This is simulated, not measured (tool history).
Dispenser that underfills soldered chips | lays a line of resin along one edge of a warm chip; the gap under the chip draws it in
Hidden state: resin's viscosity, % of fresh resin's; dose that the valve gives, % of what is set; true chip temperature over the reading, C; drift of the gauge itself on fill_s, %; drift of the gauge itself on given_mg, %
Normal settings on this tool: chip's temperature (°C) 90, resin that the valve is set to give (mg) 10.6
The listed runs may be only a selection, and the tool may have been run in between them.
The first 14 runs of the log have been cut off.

run,hour,chip's temperature (°C),resin that the valve is set to give (mg),hours of work since the syringe was changed,hours of work since the valve was cleaned,hours of work since the stage was calibrated,time until the resin shows at the far edge (s),resin that the valve gave (mg)
15,129.8,90,12.2,5,72,143,25.7,11.94
# hour 135.8: new syringe of resin
16,142.1,87,10.6,4,80,150,28.8,10.32
# hour 149.1: dispensing valve cleaned and set on the balance
# hour 151: new syringe of resin
17,155.9,95,10.6,3,4,158,18.7,10.53
# hour 164.7: new syringe of resin
18,168.5,95,10.6,2,12,166,19,10.56
# hour 178.9: new syringe of resin
19,181.1,97,9.3,1,20,174,16.6,9.23
20,189.3,90,9.3,7,25,179,30.5,9.17
# hour 193.6: new syringe of resin
21,199.6,99,12.7,4,31,185,16.5,12.54
# hour 207.7: new syringe of resin
22,210.1,99,12.7,2,38,192,14.2,12.55
23,220.7,90,11,8,45,199,32.1,10.83
# hour 221.6: new syringe of resin
24,229.5,99,11.2,5,50,204,17.3,11
# hour 236.3: new syringe of resin
25,238.4,104,11.7,1,55,210,10.7,11.47
26,248,87,12.8,7,61,216,33.9,12.5
# hour 250.1: new syringe of resin
27,257.2,98,10.3,4,67,221,17.8,10.07
28,263.1,101,9.4,8,71,225,20,9.19
# hour 264.4: new syringe of resin
29,275,92,12.9,7,78,232,26.8,12.58
# hour 278.8: new syringe of resin
30,280.7,96,10.5,1,82,236,16.4,10.23
# hour 285.2: dispensing valve cleaned and set on the balance
31,289.7,96,12.8,6,3,241,21.7,12.76
# hour 293.9: new syringe of resin
32,297.4,84,10.5,2,8,246,31.7,10.4
# hour 308.2: new syringe of resin
33,309.8,84,10.5,1,15,253,29,10.41
34,315.1,79,12.4,4,19,257,43.8,12.29
# hour 322.1: new syringe of resin
35,323.3,104,11.6,1,24,262,10.3,11.55

Each row is a separate what-if for the run after 35, all from the same tool condition, not one after another. Results?
A,332,91,10.6,6,29,267,?,?
B,332,93,9,6,29,267,?,?
C,332,84,13.5,6,29,267,?,?

run,time until the resin shows at the far edge (s),resin that the valve gave (mg)
A,27.7,10.48
B,26.2,8.91
C,37.6,13.31
Stripped of hidden state, with their random variation kept, the same runs would have yielded:
run,time until the resin shows at the far edge (s),resin that the valve gave (mg)
A,18.2,10.59
B,17.2,9
C,24.7,13.45

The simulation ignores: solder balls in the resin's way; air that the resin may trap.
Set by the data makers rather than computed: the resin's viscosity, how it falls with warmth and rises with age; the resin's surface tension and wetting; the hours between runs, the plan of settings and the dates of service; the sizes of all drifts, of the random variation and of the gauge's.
